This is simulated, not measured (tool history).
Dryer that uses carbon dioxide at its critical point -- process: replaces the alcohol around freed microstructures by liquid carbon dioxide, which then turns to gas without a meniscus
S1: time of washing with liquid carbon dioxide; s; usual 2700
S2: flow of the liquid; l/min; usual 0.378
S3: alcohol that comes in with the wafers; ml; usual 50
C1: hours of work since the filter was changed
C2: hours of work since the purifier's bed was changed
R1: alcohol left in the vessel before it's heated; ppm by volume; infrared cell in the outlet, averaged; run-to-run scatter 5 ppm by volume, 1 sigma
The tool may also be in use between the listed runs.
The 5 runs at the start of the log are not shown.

{"hour": 39.8, "done": "inlet filter changed"}
{"run": 6, "hour": 41.1, "S1": 2700, "S2": 0.378, "S3": 50, "C1": 1, "C2": 79, "R1": 28}
{"run": 7, "hour": 50.0, "S1": 2700, "S2": 0.378, "S3": 37, "C1": 4, "C2": 83, "R1": 32}
{"run": 8, "hour": 59.5, "S1": 2700, "S2": 0.378, "S3": 37, "C1": 8, "C2": 87, "R1": 23}
{"run": 9, "hour": 66.9, "S1": 2700, "S2": 0.366, "S3": 37, "C1": 12, "C2": 90, "R1": 30}
{"run": 10, "hour": 73.6, "S1": 2700, "S2": 0.366, "S3": 37, "C1": 15, "C2": 93, "R1": 34}
{"run": 11, "hour": 83.9, "S1": 2700, "S2": 0.366, "S3": 37, "C1": 19, "C2": 98, "R1": 24}
{"run": 12, "hour": 93.7, "S1": 2700, "S2": 0.378, "S3": 50, "C1": 23, "C2": 102, "R1": 34}
{"run": 13, "hour": 98.5, "S1": 2700, "S2": 0.378, "S3": 50, "C1": 25, "C2": 104, "R1": 25}
{"run": 14, "hour": 106.9, "S1": 2700, "S2": 0.378, "S3": 50, "C1": 29, "C2": 108, "R1": 39}
{"run": 15, "hour": 116.9, "S1": 2700, "S2": 0.378, "S3": 50, "C1": 33, "C2": 112, "R1": 35}
{"run": 16, "hour": 124.3, "S1": 2700, "S2": 0.378, "S3": 50, "C1": 36, "C2": 115, "R1": 45}
{"run": 17, "hour": 133.2, "S1": 2700, "S2": 0.378, "S3": 50, "C1": 40, "C2": 119, "R1": 28}
{"run": 18, "hour": 139.3, "S1": 2700, "S2": 0.378, "S3": 50, "C1": 43, "C2": 121, "R1": 31}
{"run": 19, "hour": 145.8, "S1": 3180, "S2": 0.378, "S3": 94, "C1": 46, "C2": 124, "R1": 30}
{"run": 20, "hour": 151.9, "S1": 2700, "S2": 0.327, "S3": 25, "C1": 48, "C2": 127, "R1": 35}
{"run": 21, "hour": 161.1, "S1": 2280, "S2": 0.279, "S3": 29, "C1": 52, "C2": 131, "R1": 154}
{"run": 22, "hour": 168.5, "S1": 2340, "S2": 0.3, "S3": 82, "C1": 55, "C2": 134, "R1": 287}
{"run": 23, "hour": 178.2, "S1": 4260, "S2": 0.378, "S3": 114, "C1": 60, "C2": 138, "R1": 20}
{"run": 24, "hour": 189.1, "S1": 3660, "S2": 0.378, "S3": 26, "C1": 64, "C2": 143, "R1": 34}
{"run": 25, "hour": 198.9, "S1": 2340, "S2": 0.535, "S3": 78, "C1": 68, "C2": 147, "R1": 30}
{"run": 26, "hour": 207.0, "S1": 2640, "S2": 0.404, "S3": 54, "C1": 72, "C2": 151, "R1": 34}
{"run": 27, "hour": 217.5, "S1": 3420, "S2": 0.539, "S3": 50, "C1": 76, "C2": 155, "R1": 14}
{"run": 28, "hour": 226.3, "S1": 3060, "S2": 0.378, "S3": 51, "C1": 80, "C2": 159, "R1": 26}
{"run": 29, "hour": 235.4, "S1": 2040, "S2": 0.632, "S3": 32, "C1": 84, "C2": 163, "R1": 22}
{"run": 30, "hour": 240.6, "S1": 2040, "S2": 0.632, "S3": 32, "C1": 86, "C2": 165, "R1": 22}

4 ways to go on from here, each from the tool as it stands after run 30. What would each give?
{"run": "A", "hour": 248.9, "S1": 2700, "S2": 0.498, "S3": 77, "C1": 90, "C2": 169, "R1": "?"}
{"run": "B", "hour": 248.9, "S1": 3120, "S2": 0.395, "S3": 34, "C1": 90, "C2": 169, "R1": "?"}
{"run": "C", "hour": 248.9, "S1": 2700, "S2": 0.382, "S3": 37, "C1": 90, "C2": 169, "R1": "?"}
{"run": "D", "hour": 248.9, "S1": 3540, "S2": 0.24, "S3": 116, "C1": 90, "C2": 169, "R1": "?"}

run=A R1=21
run=B R1=23
run=C R1=38
run=D R1=162
Take away the tool's hidden state, keep each run's random variation, and the runs would have read:
run=A R1=2
run=B R1=3
run=C R1=16
run=D R1=101

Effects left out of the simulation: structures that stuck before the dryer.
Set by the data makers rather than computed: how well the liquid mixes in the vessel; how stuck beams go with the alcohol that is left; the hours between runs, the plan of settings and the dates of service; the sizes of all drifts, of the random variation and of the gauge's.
